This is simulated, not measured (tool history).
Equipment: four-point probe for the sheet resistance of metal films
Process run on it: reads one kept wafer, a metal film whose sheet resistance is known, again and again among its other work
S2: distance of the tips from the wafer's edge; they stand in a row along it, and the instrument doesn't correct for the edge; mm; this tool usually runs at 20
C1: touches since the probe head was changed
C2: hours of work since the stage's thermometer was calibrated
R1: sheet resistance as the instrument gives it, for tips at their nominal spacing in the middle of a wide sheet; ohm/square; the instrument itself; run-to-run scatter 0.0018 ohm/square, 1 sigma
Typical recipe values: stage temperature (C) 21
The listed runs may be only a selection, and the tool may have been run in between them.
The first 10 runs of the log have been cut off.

{"run": 11, "hour": 649.9, "stage temperature (C)": 33, "S2": 7, "C1": 24649, "C2": 862, "R1": 8.925644}
{"run": 12, "hour": 720.5, "stage temperature (C)": 27, "S2": 20, "C1": 25828, "C2": 909, "R1": 8.814638}
{"run": 13, "hour": 768.8, "stage temperature (C)": 21, "S2": 45, "C1": 26636, "C2": 941, "R1": 8.781611}
{"run": 14, "hour": 866.6, "stage temperature (C)": 21, "S2": 20, "C1": 28270, "C2": 1007, "R1": 8.788714}
{"run": 15, "hour": 966.2, "stage temperature (C)": 21, "S2": 20, "C1": 29934, "C2": 1073, "R1": 8.793796}
{"run": 16, "hour": 1028.5, "stage temperature (C)": 21, "S2": 20, "C1": 30975, "C2": 1115, "R1": 8.795677}
{"run": 17, "hour": 1124.7, "stage temperature (C)": 21, "S2": 20, "C1": 32583, "C2": 1179, "R1": 8.798034}
{"run": 18, "hour": 1221.5, "stage temperature (C)": 25, "S2": 20, "C1": 34200, "C2": 1244, "R1": 8.815099}
{"run": 19, "hour": 1296.8, "stage temperature (C)": 25, "S2": 20, "C1": 35459, "C2": 1294, "R1": 8.820835}
{"run": 20, "hour": 1363.8, "stage temperature (C)": 19, "S2": 13, "C1": 36578, "C2": 1339, "R1": 8.814732}
{"run": 21, "hour": 1428.3, "stage temperature (C)": 21, "S2": 46, "C1": 37657, "C2": 1382, "R1": 8.795788}
{"run": 22, "hour": 1475.4, "stage temperature (C)": 21, "S2": 20, "C1": 38443, "C2": 1414, "R1": 8.806118}
{"run": 23, "hour": 1538.6, "stage temperature (C)": 21, "S2": 11, "C1": 39499, "C2": 1456, "R1": 8.832335}
{"run": 24, "hour": 1615.8, "stage temperature (C)": 23, "S2": 5, "C1": 40790, "C2": 1508, "R1": 8.991436}
{"run": 25, "hour": 1665.6, "stage temperature (C)": 22, "S2": 75, "C1": 41621, "C2": 1541, "R1": 8.804537}
{"run": 26, "hour": 1757.4, "stage temperature (C)": 21, "S2": 4, "C1": 43155, "C2": 1602, "R1": 9.088385}
{"run": 27, "hour": 1858.5, "stage temperature (C)": 21, "S2": 10, "C1": 44846, "C2": 1670, "R1": 8.849701}
{"run": 28, "hour": 1953.0, "stage temperature (C)": 21, "S2": 10, "C1": 46425, "C2": 1733, "R1": 8.852838}
{"run": 29, "hour": 2023.3, "stage temperature (C)": 23, "S2": 10, "C1": 47600, "C2": 1780, "R1": 8.86569}
{"run": 30, "hour": 2129.1, "stage temperature (C)": 23, "S2": 10, "C1": 49367, "C2": 1851, "R1": 8.867327}
{"run": 31, "hour": 2225.9, "stage temperature (C)": 27, "S2": 42, "C1": 50984, "C2": 1916, "R1": 8.847684}
{"run": 32, "hour": 2331.0, "stage temperature (C)": 22, "S2": 43, "C1": 52741, "C2": 1986, "R1": 8.826558}
{"run": 33, "hour": 2400.0, "stage temperature (C)": 22, "S2": 43, "C1": 53893, "C2": 2032, "R1": 8.827933}
{"run": 34, "hour": 2450.7, "stage temperature (C)": 33, "S2": 5, "C1": 54741, "C2": 2066, "R1": 9.061696}

Branching from run 34: 3 alternative next runs. What would each branch give?
{"run": "A", "hour": 2543.5, "stage temperature (C)": 27, "S2": 60, "C1": 56291, "C2": 2128, "R1": "?"}
{"run": "B", "hour": 2543.5, "stage temperature (C)": 32, "S2": 68, "C1": 56291, "C2": 2128, "R1": "?"}
{"run": "C", "hour": 2543.5, "stage temperature (C)": 27, "S2": 16, "C1": 56291, "C2": 2128, "R1": "?"}

run=A R1=8.849638
run=B R1=8.871953
run=C R1=8.864977
The same runs, with their run-to-run variation unchanged, on a tool lacking any hidden condition would have given:
run=A R1=8.799765
run=B R1=8.822341
run=C R1=8.815022
